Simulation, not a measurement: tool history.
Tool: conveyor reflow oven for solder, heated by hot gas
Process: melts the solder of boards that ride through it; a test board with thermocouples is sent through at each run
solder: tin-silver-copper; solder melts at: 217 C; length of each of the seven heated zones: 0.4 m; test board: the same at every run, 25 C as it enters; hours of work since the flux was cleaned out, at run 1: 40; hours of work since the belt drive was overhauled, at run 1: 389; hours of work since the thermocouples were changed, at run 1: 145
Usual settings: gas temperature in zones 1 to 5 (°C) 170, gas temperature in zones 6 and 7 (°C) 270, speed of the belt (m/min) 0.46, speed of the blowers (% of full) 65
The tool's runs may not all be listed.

run   hour  gas temperature in zones 1 to 5 (°C)  gas temperature in zones 6 and 7 (°C)  speed of the belt (m/min)  speed of the blowers (% of full)  hours of work since the flux was cleaned out  hours of work since the belt drive was overhauled  hours of work since the thermocouples were changed  highest temperature of the board (°C)  time above the solder's melting point (s)
  1      0                                   170                                    270                       0.46                                65                                            40                                                389                                                 145                                  252.5                                       76.8
  2   11.7                                   170                                    270                       0.46                                80                                            46                                                394                                                 150                                  255.8                                       81.5
  3   26.6                                   170                                    259                       0.46                                65                                            53                                                401                                                 157                                  242.6                                       65.3
  4   36.8                                   170                                    270                       0.46                                65                                            57                                                406                                                 162                                  252.2                                         77
  5   53.3                                   170                                    270                       0.46                                65                                            65                                                413                                                 169                                  252.3                                         77
  6   60.6                                   170                                    270                       0.46                                65                                            68                                                417                                                 173                                  252.2                                         77
  7   68.4                                   170                                    270                       0.46                                65                                            72                                                420                                                 176                                  252.4                                       76.8
  8   78.6                                   170                                    270                       0.46                                65                                            76                                                425                                                 181                                    252                                       76.3
  9   93.5                                   170                                    270                       0.46                                65                                            83                                                432                                                 188                                  252.1                                       76.8
 10  100.3                                   170                                    270                       0.46                                65                                            86                                                435                                                 191                                  251.9                                       76.6
 11  115.5                                   165                                    270                       0.46                                65                                            93                                                442                                                 198                                  251.2                                       73.1
 12  129.2                                   165                                    270                       0.46                                65                                            99                                                448                                                 204                                  251.4                                       73.2
 13  139.5                                   165                                    270                       0.47                                65                                           104                                                453                                                 209                                  250.1                                       70.7
 14  148.7                                   165                                    270                       0.47                                65                                           108                                                457                                                 213                                  250.2                                       70.5
 15  163.1                                   165                                    270                       0.47                                65                                           115                                                463                                                 219                                  250.1                                       70.2
 16  172.6                                   177                                    276                      0.432                                79                                           119                                                468                                                 224                                  263.2                                       96.7
 17  185.6                                   156                                    265                      0.541                                75                                           125                                                474                                                 230                                  241.5                                       47.8
 18  196.8                                   181                                    282                      0.475                                54                                           130                                                479                                                 235                                  259.8                                       85.5
 19  210.4                                   181                                    282                      0.475                                66                                           136                                                485                                                 241                                  263.7                                       88.7
 20  226.2                                   162                                    270                       0.46                                80                                           144                                                492                                                 248                                  254.5                                         76
 21  238.5                                   158                                    276                       0.46                                78                                           149                                                498                                                 254                                  257.9                                       78.2
 22  252.2                                   174                                    265                       0.46                                65                                           156                                                504                                                 260                                  248.1                                       74.2
 23  269.1                                   159                                    278                      0.527                                70                                           163                                                512                                                 268                                  252.8                                       61.7
 24  277.1                                   160                                    259                      0.434                                65                                           167                                                515                                                 271                                    242                                       64.8
 25  288.1                                   181                                    270                       0.46                                87                                           172                                                520                                                 276                                  257.8                                       88.7
 26  303.1                                   181                                    270                       0.46                                87                                           179                                                527                                                 283                                  257.3                                       88.7
 27  319.3                                   170                                    279                       0.39                                65                                           186                                                535                                                 291                                  264.6                                      105.1
 28  336.1                                   170                                    270                       0.46                                85                                           194                                                542                                                 298                                  255.5                                         81
 29  352.9                                   170                                    258                      0.506                                57                                           202                                                550                                                 306                                  235.2                                       46.4
 30  368.7                                   182                                    280                      0.501                                60                                           209                                                557                                                 313                                  257.9                                       79.5

The same runs without the tool's hidden state, with the same run-to-run variation:
The hidden state here: heat that the gas passes to the board, % of a clean oven's; belt's true speed, % of the reading; true gas temperature in zones 6 and 7 over the reading, C; drift of the gauge itself on peak_c, C; drift of the gauge itself on liquid_s, %.
run  highest temperature of the board (°C)  time above the solder's melting point (s)
  1                                  253.5                                       77.3
  2                                  256.9                                         82
  3                                  243.7                                       66.3
  4                                  253.4                                       77.7
  5                                  253.5                                       77.7
  6                                  253.4                                       77.8
  7                                  253.6                                       77.5
  8                                  253.3                                       77.1
  9                                  253.5                                       77.7
 10                                  253.3                                       77.4
 11                                  252.6                                       74.1
 12                                  252.8                                       74.2
 13                                  251.6                                       71.9
 14                                  251.7                                       71.7
 15                                  251.7                                       71.5
 16                                  264.8                                       97.2
 17                                  243.4                                       49.9
 18                                  261.3                                       86.1
 19                                  265.4                                       89.2
 20                                  256.5                                       77.4
 21                                    260                                       79.4
 22                                  249.8                                       75.8
 23                                    255                                       63.4
 24                                  243.8                                       67.2
 25                                  259.8                                       89.6
 26                                  259.4                                       89.6
 27                                  266.5                                      105.8
 28                                  257.8                                       82.5
 29                                  237.2                                       49.5
 30                                    260                                       80.7
